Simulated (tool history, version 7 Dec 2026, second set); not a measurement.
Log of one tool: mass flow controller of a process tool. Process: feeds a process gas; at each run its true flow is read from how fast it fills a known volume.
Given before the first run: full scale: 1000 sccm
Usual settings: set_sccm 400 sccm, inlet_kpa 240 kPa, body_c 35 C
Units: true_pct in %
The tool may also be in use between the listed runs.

run    hour  set_sccm  inlet_kpa  body_c  true_pct
  1       0       400        240      35     99.32
  2    52.3       400        240      35     99.18
  3   125.4       400        240      35      99.3
  4   207.3       400        240      35     99.29
  5   274.2       104        240      35     97.67
  6   320.6       400        240      31     99.16
  7   413.4       400        240      35     99.16
  8   497.1       400        240      35     99.05
  9   588.1       400        240      33      99.1
 10   635.9       400        240      33     99.19
 11   708.6       400        240      33     98.93
 12   763.9       400        240      35     99.23
 13   818.4       400        240      35     99.09
 14   908.4       400        240      35     99.16
 15   956.6       205        240      35     98.27
 16  1064.1       400        231      35     99.04
 17  1161.6       400        231      35     99.16
 18  1236.2       400        231      35     98.97
 19  1325.4       400        231      35        99
 20  1395.7       400        240      35     98.96
 21  1503.4       400        240      35     98.95
 22  1555.2       400        240      35     98.91
 23    1661       737        240      24      99.1
 24  1743.4       400        143      34     99.12
 25  1795.3       400        143      34     99.14
 26  1854.1       207        155      34     97.94
 27  1915.7       207        150      32      97.8
 28  1985.3       731        171      21     99.27
 29    2061       543        194      32     99.32
 30  2137.8       171        251      30     96.83
 31  2209.5       172        269      29     96.49
 32  2271.4       438        168      23     98.64
 33  2335.8       601        240      32     99.25
 34  2411.2       422        152      24     98.55
 35  2492.6       422        171      39     99.31
 36  2564.2       422        171      39     99.23

Forecast run 37:
 37  2607.9       422        171      39         ?

true_pct: 99.35 %
Had the tool carried no hidden state, the very same run would have given true_pct 100.16 %.
